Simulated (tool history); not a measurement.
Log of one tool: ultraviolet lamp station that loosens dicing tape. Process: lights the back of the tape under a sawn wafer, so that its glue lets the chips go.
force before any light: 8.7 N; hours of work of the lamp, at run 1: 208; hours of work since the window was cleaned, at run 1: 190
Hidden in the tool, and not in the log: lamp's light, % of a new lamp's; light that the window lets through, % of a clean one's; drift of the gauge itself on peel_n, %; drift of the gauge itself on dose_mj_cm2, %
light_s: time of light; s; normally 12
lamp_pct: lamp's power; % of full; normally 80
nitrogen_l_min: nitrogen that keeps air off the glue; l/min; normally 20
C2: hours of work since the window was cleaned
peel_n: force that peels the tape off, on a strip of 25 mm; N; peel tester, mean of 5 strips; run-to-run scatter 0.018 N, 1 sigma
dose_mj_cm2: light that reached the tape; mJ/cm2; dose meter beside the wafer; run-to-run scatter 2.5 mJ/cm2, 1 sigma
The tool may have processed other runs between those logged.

{"run": 1, "hour": 0.0, "light_s": 12, "lamp_pct": 80, "nitrogen_l_min": 20, "hours of work of the lamp": 208, "C2": 190, "peel_n": 1.397, "dose_mj_cm2": 227}
{"run": 2, "hour": 7.7, "light_s": 12, "lamp_pct": 80, "nitrogen_l_min": 20, "hours of work of the lamp": 212, "C2": 194, "peel_n": 1.341, "dose_mj_cm2": 229}
{"run": 3, "hour": 13.2, "light_s": 12, "lamp_pct": 80, "nitrogen_l_min": 20, "hours of work of the lamp": 216, "C2": 198, "peel_n": 1.313, "dose_mj_cm2": 228}
{"run": 4, "hour": 19.2, "light_s": 12, "lamp_pct": 80, "nitrogen_l_min": 20, "hours of work of the lamp": 220, "C2": 202, "peel_n": 1.359, "dose_mj_cm2": 226}
{"run": 5, "hour": 28.4, "light_s": 12, "lamp_pct": 92, "nitrogen_l_min": 20, "hours of work of the lamp": 225, "C2": 207, "peel_n": 1.083, "dose_mj_cm2": 261}
{"run": 6, "hour": 37.1, "light_s": 12, "lamp_pct": 92, "nitrogen_l_min": 16, "hours of work of the lamp": 231, "C2": 213, "peel_n": 1.269, "dose_mj_cm2": 257}
{"run": 7, "hour": 42.5, "light_s": 12, "lamp_pct": 80, "nitrogen_l_min": 20, "hours of work of the lamp": 234, "C2": 216, "peel_n": 1.446, "dose_mj_cm2": 222}
{"run": 8, "hour": 48.3, "light_s": 12, "lamp_pct": 80, "nitrogen_l_min": 10, "hours of work of the lamp": 238, "C2": 220, "peel_n": 2.069, "dose_mj_cm2": 222}
{"run": 9, "hour": 52.2, "light_s": 12, "lamp_pct": 86, "nitrogen_l_min": 10, "hours of work of the lamp": 240, "C2": 222, "peel_n": 1.977, "dose_mj_cm2": 239}
{"run": 10, "hour": 60.9, "light_s": 12, "lamp_pct": 80, "nitrogen_l_min": 25, "hours of work of the lamp": 246, "C2": 228, "peel_n": 1.273, "dose_mj_cm2": 219}
{"run": 11, "hour": 69.7, "light_s": 12, "lamp_pct": 80, "nitrogen_l_min": 25, "hours of work of the lamp": 251, "C2": 233, "peel_n": 1.276, "dose_mj_cm2": 216}
{"run": 12, "hour": 78.1, "light_s": 12, "lamp_pct": 80, "nitrogen_l_min": 20, "hours of work of the lamp": 256, "C2": 238, "peel_n": 1.499, "dose_mj_cm2": 217}
{"run": 13, "hour": 87.6, "light_s": 12, "lamp_pct": 80, "nitrogen_l_min": 20, "hours of work of the lamp": 262, "C2": 244, "peel_n": 1.472, "dose_mj_cm2": 213}
{"run": 14, "hour": 93.8, "light_s": 12, "lamp_pct": 80, "nitrogen_l_min": 20, "hours of work of the lamp": 266, "C2": 248, "peel_n": 1.41, "dose_mj_cm2": 217}
{"run": 15, "hour": 101.9, "light_s": 17, "lamp_pct": 80, "nitrogen_l_min": 20, "hours of work of the lamp": 271, "C2": 253, "peel_n": 0.755, "dose_mj_cm2": 304}
{"hour": 103.2, "done": "window cleaned of glue's vapour"}
{"run": 16, "hour": 106.9, "light_s": 12, "lamp_pct": 61, "nitrogen_l_min": 20, "hours of work of the lamp": 274, "C2": 2, "peel_n": 1.685, "dose_mj_cm2": 202}
{"run": 17, "hour": 115.9, "light_s": 12, "lamp_pct": 61, "nitrogen_l_min": 20, "hours of work of the lamp": 280, "C2": 8, "peel_n": 1.739, "dose_mj_cm2": 204}
{"run": 18, "hour": 122.9, "light_s": 12, "lamp_pct": 61, "nitrogen_l_min": 20, "hours of work of the lamp": 284, "C2": 12, "peel_n": 1.718, "dose_mj_cm2": 197}
{"run": 19, "hour": 130.8, "light_s": 14, "lamp_pct": 61, "nitrogen_l_min": 20, "hours of work of the lamp": 289, "C2": 17, "peel_n": 1.342, "dose_mj_cm2": 232}
{"run": 20, "hour": 134.8, "light_s": 14, "lamp_pct": 61, "nitrogen_l_min": 20, "hours of work of the lamp": 292, "C2": 20, "peel_n": 1.344, "dose_mj_cm2": 238}
{"run": 21, "hour": 142.6, "light_s": 12, "lamp_pct": 81, "nitrogen_l_min": 20, "hours of work of the lamp": 296, "C2": 25, "peel_n": 1.048, "dose_mj_cm2": 262}
{"run": 22, "hour": 149.7, "light_s": 12, "lamp_pct": 81, "nitrogen_l_min": 20, "hours of work of the lamp": 301, "C2": 29, "peel_n": 1.069, "dose_mj_cm2": 260}
{"run": 23, "hour": 158.3, "light_s": 12, "lamp_pct": 81, "nitrogen_l_min": 20, "hours of work of the lamp": 306, "C2": 34, "peel_n": 1.039, "dose_mj_cm2": 262}
{"run": 24, "hour": 165.5, "light_s": 19, "lamp_pct": 75, "nitrogen_l_min": 7, "hours of work of the lamp": 311, "C2": 39, "peel_n": 1.052, "dose_mj_cm2": 378}
{"run": 25, "hour": 169.7, "light_s": 6, "lamp_pct": 80, "nitrogen_l_min": 20, "hours of work of the lamp": 313, "C2": 42, "peel_n": 3.046, "dose_mj_cm2": 127}
{"run": 26, "hour": 178.3, "light_s": 12, "lamp_pct": 80, "nitrogen_l_min": 16, "hours of work of the lamp": 319, "C2": 47, "peel_n": 1.225, "dose_mj_cm2": 252}
{"run": 27, "hour": 184.4, "light_s": 9, "lamp_pct": 62, "nitrogen_l_min": 20, "hours of work of the lamp": 323, "C2": 51, "peel_n": 2.594, "dose_mj_cm2": 146}
{"run": 28, "hour": 190.9, "light_s": 9, "lamp_pct": 62, "nitrogen_l_min": 20, "hours of work of the lamp": 327, "C2": 55, "peel_n": 2.677, "dose_mj_cm2": 148}
{"run": 29, "hour": 195.6, "light_s": 11, "lamp_pct": 74, "nitrogen_l_min": 6, "hours of work of the lamp": 330, "C2": 58, "peel_n": 2.673, "dose_mj_cm2": 219}
{"run": 30, "hour": 202.1, "light_s": 22, "lamp_pct": 61, "nitrogen_l_min": 6, "hours of work of the lamp": 334, "C2": 62, "peel_n": 1.37, "dose_mj_cm2": 347}
{"run": 31, "hour": 210.7, "light_s": 23, "lamp_pct": 61, "nitrogen_l_min": 7, "hours of work of the lamp": 339, "C2": 67, "peel_n": 1.123, "dose_mj_cm2": 366}
{"run": 32, "hour": 218.8, "light_s": 24, "lamp_pct": 80, "nitrogen_l_min": 22, "hours of work of the lamp": 344, "C2": 72, "peel_n": 0.197, "dose_mj_cm2": 504}
{"run": 33, "hour": 223.8, "light_s": 10, "lamp_pct": 89, "nitrogen_l_min": 20, "hours of work of the lamp": 347, "C2": 75, "peel_n": 1.401, "dose_mj_cm2": 228}
{"run": 34, "hour": 232.6, "light_s": 13, "lamp_pct": 80, "nitrogen_l_min": 20, "hours of work of the lamp": 353, "C2": 81, "peel_n": 1.001, "dose_mj_cm2": 267}
{"run": 35, "hour": 238.0, "light_s": 13, "lamp_pct": 80, "nitrogen_l_min": 6, "hours of work of the lamp": 356, "C2": 84, "peel_n": 2.173, "dose_mj_cm2": 262}
{"run": 36, "hour": 244.0, "light_s": 13, "lamp_pct": 80, "nitrogen_l_min": 6, "hours of work of the lamp": 360, "C2": 88, "peel_n": 2.126, "dose_mj_cm2": 265}
{"run": 37, "hour": 253.2, "light_s": 13, "lamp_pct": 80, "nitrogen_l_min": 6, "hours of work of the lamp": 366, "C2": 94, "peel_n": 2.173, "dose_mj_cm2": 261}
{"run": 38, "hour": 258.7, "light_s": 13, "lamp_pct": 80, "nitrogen_l_min": 6, "hours of work of the lamp": 369, "C2": 97, "peel_n": 2.145, "dose_mj_cm2": 260}
{"run": 39, "hour": 263.6, "light_s": 17, "lamp_pct": 65, "nitrogen_l_min": 17, "hours of work of the lamp": 372, "C2": 100, "peel_n": 1.005, "dose_mj_cm2": 280}
{"run": 40, "hour": 271.4, "light_s": 9, "lamp_pct": 87, "nitrogen_l_min": 11, "hours of work of the lamp": 377, "C2": 105, "peel_n": 2.397, "dose_mj_cm2": 195}
{"run": 41, "hour": 279.9, "light_s": 12, "lamp_pct": 100, "nitrogen_l_min": 9, "hours of work of the lamp": 382, "C2": 110, "peel_n": 1.345, "dose_mj_cm2": 297}
{"run": 42, "hour": 285.9, "light_s": 12, "lamp_pct": 100, "nitrogen_l_min": 9, "hours of work of the lamp": 386, "C2": 114, "peel_n": 1.391, "dose_mj_cm2": 297}
{"run": 43, "hour": 294.4, "light_s": 18, "lamp_pct": 75, "nitrogen_l_min": 16, "hours of work of the lamp": 391, "C2": 120, "peel_n": 0.735, "dose_mj_cm2": 333}

Hidden state at the last listed run before each entry between runs and at the first one after, where it differs:
Run 15 -> run 16: window cleaned of glue's vapour (hour 103.2)
  lamp's light, % of a new lamp's: 93.6 -> 93.5; light that the window lets through, % of a clean one's: 80.6 -> 99.6
  measured value less the no-hidden-state value, peel_n: +0.388 -> +0.188 N; dose_mj_cm2: -99 -> -15 mJ/cm2
